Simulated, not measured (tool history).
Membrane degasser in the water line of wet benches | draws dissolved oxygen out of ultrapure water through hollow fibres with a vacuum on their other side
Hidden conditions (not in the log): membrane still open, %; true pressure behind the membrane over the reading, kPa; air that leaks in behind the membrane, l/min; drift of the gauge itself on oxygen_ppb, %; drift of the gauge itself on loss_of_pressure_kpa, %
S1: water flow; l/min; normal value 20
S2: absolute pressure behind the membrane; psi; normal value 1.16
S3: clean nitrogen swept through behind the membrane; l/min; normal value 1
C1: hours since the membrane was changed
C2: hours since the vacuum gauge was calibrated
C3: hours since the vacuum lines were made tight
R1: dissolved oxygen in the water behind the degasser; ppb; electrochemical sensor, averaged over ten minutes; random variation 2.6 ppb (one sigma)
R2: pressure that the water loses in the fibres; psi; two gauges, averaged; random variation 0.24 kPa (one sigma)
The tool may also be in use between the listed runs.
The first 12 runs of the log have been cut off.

run	day	S1	S2	S3	C1	C2	C3	R1	R2
# day 89.488: vacuum gauge calibrated
13	96.812	17	1.16	1	14217	176	8519	235.8	8.138
14	107.088	20	2.676	1	14464	422	8765	722.4	9.545
15	116.1	20	1.337	1	14680	639	8982	340	9.557
16	121.362	20	1.16	1	14806	765	9108	299.1	9.549
17	129.725	20	1.16	1.59	15007	966	9309	221.7	9.571
18	141.112	20	1.16	1.59	15280	1239	9582	226.1	9.568
# day 143.288: vacuum gauge calibrated, once more
19	153.467	26	0.715	0.42	15576	244	9878	337.4	12.436
# day 154.8: membrane cartridge changed
20	163.85	18	1.217	0.54	217	490	10123	376.1	8.19
21	175.179	18	1.217	0.54	489	761	10395	379.1	8.193

Run 22 is up next; what results do you expect?
# day 181.762: seals of the vacuum lines changed
22	185.383	29	1.005	0.54	732	1004	87	?	?

{"run 22": {"R1": 528.6, "R2": 13.239}}
Minus the tool's unlogged condition, the same run would have read R1 523.6 ppb, R2 13.209 psi.
